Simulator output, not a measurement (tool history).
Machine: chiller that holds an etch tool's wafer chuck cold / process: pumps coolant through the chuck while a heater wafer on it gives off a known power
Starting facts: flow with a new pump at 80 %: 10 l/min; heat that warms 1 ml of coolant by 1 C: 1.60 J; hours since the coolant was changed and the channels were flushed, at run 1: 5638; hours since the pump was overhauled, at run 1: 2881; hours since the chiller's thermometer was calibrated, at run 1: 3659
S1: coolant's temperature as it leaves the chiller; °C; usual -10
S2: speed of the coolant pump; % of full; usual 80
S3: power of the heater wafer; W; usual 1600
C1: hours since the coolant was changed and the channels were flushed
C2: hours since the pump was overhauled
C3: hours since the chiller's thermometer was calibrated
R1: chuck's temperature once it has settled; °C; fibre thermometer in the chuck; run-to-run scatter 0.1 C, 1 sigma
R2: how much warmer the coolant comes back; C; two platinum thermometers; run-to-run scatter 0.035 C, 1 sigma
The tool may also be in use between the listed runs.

{"run": 1, "day": 0.0, "S1": -10, "S2": 80, "S3": 1600, "C1": 5638, "C2": 2881, "C3": 3659, "R1": 6.5, "R2": 6}
{"run": 2, "day": 3.004, "S1": -10, "S2": 80, "S3": 1600, "C1": 5710, "C2": 2953, "C3": 3732, "R1": 6.6, "R2": 5.94}
{"run": 3, "day": 5.696, "S1": -10, "S2": 77, "S3": 1600, "C1": 5774, "C2": 3017, "C3": 3796, "R1": 7.2, "R2": 6.26}
{"run": 4, "day": 8.008, "S1": -10, "S2": 80, "S3": 1201, "C1": 5830, "C2": 3073, "C3": 3852, "R1": 2.3, "R2": 4.54}
{"day": 10.796, "done": "chiller's thermometer calibrated"}
{"run": 5, "day": 11.154, "S1": -10, "S2": 80, "S3": 956, "C1": 5904, "C2": 3147, "C3": 9, "R1": -0.1, "R2": 3.55}
{"day": 11.729, "done": "coolant changed, channels flushed"}
{"run": 6, "day": 14.942, "S1": -10, "S2": 80, "S3": 1751, "C1": 77, "C2": 3232, "C3": 94, "R1": 8.2, "R2": 6.61}
{"run": 7, "day": 18.508, "S1": -10, "S2": 80, "S3": 1751, "C1": 163, "C2": 3318, "C3": 179, "R1": 8.1, "R2": 6.57}
{"run": 8, "day": 20.796, "S1": -10, "S2": 80, "S3": 1751, "C1": 218, "C2": 3373, "C3": 234, "R1": 8, "R2": 6.55}
{"run": 9, "day": 22.333, "S1": -10, "S2": 80, "S3": 1751, "C1": 254, "C2": 3410, "C3": 271, "R1": 8.1, "R2": 6.58}
{"run": 10, "day": 25.129, "S1": -8, "S2": 62, "S3": 1368, "C1": 322, "C2": 3477, "C3": 338, "R1": 9.6, "R2": 6.66}
{"run": 11, "day": 27.479, "S1": -8, "S2": 62, "S3": 1368, "C1": 378, "C2": 3533, "C3": 394, "R1": 9.6, "R2": 6.64}
{"run": 12, "day": 29.079, "S1": -2, "S2": 68, "S3": 868, "C1": 416, "C2": 3571, "C3": 433, "R1": 8.5, "R2": 3.91}
{"run": 13, "day": 32.375, "S1": -7, "S2": 78, "S3": 2020, "C1": 495, "C2": 3651, "C3": 512, "R1": 14.4, "R2": 7.74}
{"run": 14, "day": 33.996, "S1": -3, "S2": 80, "S3": 1921, "C1": 534, "C2": 3689, "C3": 551, "R1": 16.7, "R2": 7.18}
{"run": 15, "day": 36.592, "S1": -3, "S2": 80, "S3": 1921, "C1": 597, "C2": 3752, "C3": 613, "R1": 16.8, "R2": 7.14}

Consider 3 possible next runs. They are alternatives, not a sequence: every one starts from the tool as it was left by run 15. What does each give?
{"run": "A", "day": 39.254, "S1": -9, "S2": 80, "S3": 1600, "C1": 661, "C2": 3816, "C3": 677, "R1": "?", "R2": "?"}
{"run": "B", "day": 39.254, "S1": -20, "S2": 99, "S3": 858, "C1": 661, "C2": 3816, "C3": 677, "R1": "?", "R2": "?"}
{"run": "C", "day": 39.254, "S1": -6, "S2": 71, "S3": 997, "C1": 661, "C2": 3816, "C3": 677, "R1": "?", "R2": "?"}

run=A R1=7.3 R2=5.96
run=B R1=-12.5 R2=2.59
run=C R1=5.3 R2=4.2
Without the tool's unlogged condition, the same runs would have read:
run=A R1=7.3 R2=5.96
run=B R1=-12.5 R2=2.59
run=C R1=5.3 R2=4.19
